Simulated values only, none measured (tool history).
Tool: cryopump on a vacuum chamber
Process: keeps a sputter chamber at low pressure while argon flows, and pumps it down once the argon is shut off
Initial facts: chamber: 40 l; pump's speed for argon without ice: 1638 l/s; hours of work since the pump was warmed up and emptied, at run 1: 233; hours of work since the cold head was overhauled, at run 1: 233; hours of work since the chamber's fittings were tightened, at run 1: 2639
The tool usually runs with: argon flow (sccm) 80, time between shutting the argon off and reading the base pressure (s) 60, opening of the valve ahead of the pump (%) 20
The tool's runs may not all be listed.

run,hour,argon flow (sccm),time between shutting the argon off and reading the base pressure (s),opening of the valve ahead of the pump (%),hours of work since the pump was warmed up and emptied,hours of work since the cold head was overhauled,hours of work since the chamber's fittings were tightened,pressure while argon flows (Pa),pressure after the wait (uPa)
1,0.0,80,60,20,233,233,2639,0.4236,2.16
2,38.7,80,60,20,252,252,2658,0.4225,2.21
3,69.8,80,60,20,267,267,2674,0.4226,2.26
4,99.9,80,60,20,282,282,2689,0.4247,2.25
5,131.7,80,60,20,298,298,2705,0.4261,2.23
6,175.8,80,60,20,320,320,2727,0.4293,2.29
7,208.2,80,60,20,337,337,2743,0.4248,2.27
8,246.0,157,60,19,355,355,2762,0.8801,2.35
9,280.0,157,60,19,372,372,2779,0.8857,2.35
10,299.0,156,45,20,382,382,2788,0.8389,2.60
11,336.0,156,45,20,400,400,2807,0.8406,2.60
# hour 365.3: pump warmed up, emptied and cooled again
12,379.7,73,33,20,7,420,2826,0.3792,2.54
13,402.2,73,33,20,18,431,2837,0.3787,2.65

Some steps in pressure while argon flows (Pa), run to run, broken into two amounts with sign: the step expected even without the hidden condition (settings, incoming material, random variation), and the rest, left for the hidden condition together with whatever gauge scatter is not in both the measured and the hidden-condition-free result:
Hidden conditions of the tool in this case: pump's speed, % of a pump's without ice; cold plate's temperature, K; leak into the chamber, uPa l/s; drift of the gauge itself on working_pa, %; drift of the gauge itself on base_upa, %.
Run 11 -> 12: argon flow (sccm) 156 -> 73, time between shutting the argon off and reading the base pressure (s) 45 -> 33, pump warmed up, emptied and cooled again. pressure while argon flows (Pa) -0.4614: hidden state -0.0323, all else -0.4291.
